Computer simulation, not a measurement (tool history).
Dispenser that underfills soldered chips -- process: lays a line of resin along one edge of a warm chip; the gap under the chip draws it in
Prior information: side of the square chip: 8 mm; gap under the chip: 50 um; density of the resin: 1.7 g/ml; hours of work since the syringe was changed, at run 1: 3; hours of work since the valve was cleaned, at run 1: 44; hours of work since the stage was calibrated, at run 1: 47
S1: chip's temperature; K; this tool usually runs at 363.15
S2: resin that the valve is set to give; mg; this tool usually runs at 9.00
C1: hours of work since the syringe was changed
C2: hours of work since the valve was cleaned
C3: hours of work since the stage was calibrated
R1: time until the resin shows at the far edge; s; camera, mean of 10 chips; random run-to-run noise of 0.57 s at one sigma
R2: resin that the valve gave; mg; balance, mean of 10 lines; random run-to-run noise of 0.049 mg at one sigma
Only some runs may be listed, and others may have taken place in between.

run	day	S1	S2	C1	C2	C3	R1	R2
1	0.000	363.15	9.00	3	44	47	60.1	8.69
# day 0.400: new syringe of resin
2	0.458	365.15	9.00	1	52	55	48.0	8.68
# day 0.975: new syringe of resin
3	1.033	365.15	11.19	1	63	66	46.4	10.67
# day 1.571: new syringe of resin
4	1.575	365.15	11.19	0	73	76	43.6	10.63
# day 1.817: dispensing valve cleaned and set on the balance
# day 2.200: new syringe of resin
5	2.200	365.15	11.19	0	7	86	42.8	11.17
6	2.612	376.15	11.19	8	15	94	48.8	10.99
# day 2.775: new syringe of resin
7	3.171	376.15	11.19	7	25	104	48.4	11.02
# day 3.362: new syringe of resin
8	3.650	376.15	11.19	5	34	113	41.5	11.07
# day 3.938: new syringe of resin
9	4.192	376.15	11.19	5	44	123	38.4	10.78
10	4.467	363.15	9.00	10	49	128	96.7	8.63
# day 4.521: new syringe of resin
11	4.717	363.15	9.00	4	53	133	59.9	8.66
12	5.046	363.15	9.00	10	59	139	94.1	8.59
# day 5.138: new syringe of resin
13	5.342	363.15	9.00	4	65	144	62.5	8.60
# day 5.712: new syringe of resin
14	5.825	363.15	9.00	2	73	153	53.7	8.53
# day 6.058: dispensing valve cleaned and set on the balance
15	6.242	363.15	9.00	9	3	160	88.6	9.02
# day 6.338: new syringe of resin
16	6.729	363.15	7.81	7	12	169	79.7	7.74
# day 6.929: new syringe of resin
17	7.042	363.15	7.81	2	18	174	54.7	7.72
18	7.467	363.15	7.81	10	26	182	98.4	7.68
# day 7.529: new syringe of resin
19	7.792	375.15	7.85	5	32	188	41.9	7.67
# day 8.121: new syringe of resin
20	8.162	375.15	7.85	1	39	195	30.7	7.63
21	8.554	377.15	10.06	8	46	202	47.8	9.63
# day 8.717: new syringe of resin
22	8.929	377.15	10.06	4	53	209	35.1	9.68
23	9.275	355.15	11.53	10	59	216	130.4	10.98
# day 9.321: new syringe of resin
24	9.821	355.15	11.53	9	69	226	120.5	10.90
# day 9.921: new syringe of resin
25	10.138	355.15	11.53	4	75	231	81.2	10.80
# day 10.300: dispensing valve cleaned and set on the balance
# day 10.588: new syringe of resin
26	10.750	352.15	9.36	3	8	242	85.4	9.27
# day 11.171: new syringe of resin
27	11.254	373.15	9.06	2	17	251	34.2	8.92
# day 11.771: new syringe of resin
28	11.788	364.15	11.13	0	27	261	44.9	10.85
29	12.292	371.15	8.07	10	37	270	68.9	7.87
# day 12.346: new syringe of resin
30	12.883	371.15	8.07	10	47	281	69.4	7.80
# day 12.925: new syringe of resin
31	13.238	371.15	9.00	6	54	288	49.6	8.61
# day 13.529: new syringe of resin
32	13.529	371.15	9.00	0	59	293	32.8	8.60
33	13.825	363.15	10.33	6	65	298	65.6	9.75
# day 14.129: new syringe of resin
34	14.129	363.15	10.33	0	70	304	43.8	9.82

Consider 5 possible next runs. They are alternatives, not a sequence: every one starts from the tool as it was left by run 34. What does each give?
# day 14.529: dispensing valve cleaned and set on the balance
A	14.671	351.15	10.60	9	3	313	?	?
# day 14.529: dispensing valve cleaned and set on the balance
B	14.671	371.15	8.51	9	3	313	?	?
# day 14.529: dispensing valve cleaned and set on the balance
C	14.671	374.15	8.42	9	3	313	?	?
# day 14.529: dispensing valve cleaned and set on the balance
D	14.671	363.15	7.62	9	3	313	?	?
# day 14.529: dispensing valve cleaned and set on the balance
E	14.671	360.15	10.63	9	3	313	?	?

run	R1	R2
A	140.8	10.58
B	64.4	8.50
C	58.0	8.41
D	87.6	7.60
E	97.8	10.61
The same runs, with their run-to-run variation unchanged, on a tool lacking any hidden condition would have given:
run	R1	R2
A	78.9	10.60
B	35.8	8.52
C	32.3	8.43
D	48.7	7.62
E	54.7	10.63
